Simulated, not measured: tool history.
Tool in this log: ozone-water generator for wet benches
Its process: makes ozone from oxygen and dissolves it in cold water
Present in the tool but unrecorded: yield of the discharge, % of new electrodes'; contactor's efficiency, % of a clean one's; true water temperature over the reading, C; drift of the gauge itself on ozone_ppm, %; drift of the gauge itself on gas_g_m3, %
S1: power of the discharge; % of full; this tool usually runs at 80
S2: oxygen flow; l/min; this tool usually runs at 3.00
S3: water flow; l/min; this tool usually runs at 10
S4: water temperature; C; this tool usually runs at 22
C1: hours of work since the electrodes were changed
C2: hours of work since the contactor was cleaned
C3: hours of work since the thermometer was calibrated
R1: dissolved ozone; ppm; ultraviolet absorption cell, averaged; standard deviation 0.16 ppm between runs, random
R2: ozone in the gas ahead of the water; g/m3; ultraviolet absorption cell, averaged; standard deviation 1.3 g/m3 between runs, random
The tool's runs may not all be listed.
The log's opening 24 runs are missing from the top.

run    hour  S1    S2  S3  S4    C1    C2    C3    R1     R2
 25  3391.8  80  2.65  12  25  2818  6773  5048  15.9  249.2
 26  3508.4  96  4.09  14  26  2896  6851  5127  14.2  209.9
     3632.7  -- water thermometer calibrated
 27  3677.2  96  4.09  14  26  3009  6965    30  14.1  208.7
 28  3848.0  96  4.46  14  26  3125  7080   145  14.0  197.5
 29  3999.0  71  3.00  10  22  3226  7181   247  18.1  209.9
 30  4142.9  80  3.00  16  22  3323  7278   344  12.1  228.4
 31  4282.1  45  3.12  16  22  3417  7372   437   8.3  153.2
 32  4405.3  45  3.21  14  17  3500  7455   520  10.1  152.0
 33  4568.2  56  4.28  13  14  3609  7565   630  13.0  143.8
 34  4743.2  80  3.00   8  17  3727  7683   748  25.7  226.3

Branching from run 34: 3 alternative next runs. What would each branch give?
  A  4893.4  90  2.95   8  17  3828  7784  849   ?   ?
  B  4893.4  60  3.00  13  16  3828  7784  849   ?   ?
  C  4893.4  80  2.03  11  20  3828  7784  849   ?   ?

run    R1     R2
  A  27.0  250.0
  B  13.5  187.3
  C  18.7  290.9
Stripped of hidden state, with their random variation kept, the same runs would have yielded:
run    R1     R2
  A  30.7  261.5
  B  15.4  193.9
  C  21.3  303.3

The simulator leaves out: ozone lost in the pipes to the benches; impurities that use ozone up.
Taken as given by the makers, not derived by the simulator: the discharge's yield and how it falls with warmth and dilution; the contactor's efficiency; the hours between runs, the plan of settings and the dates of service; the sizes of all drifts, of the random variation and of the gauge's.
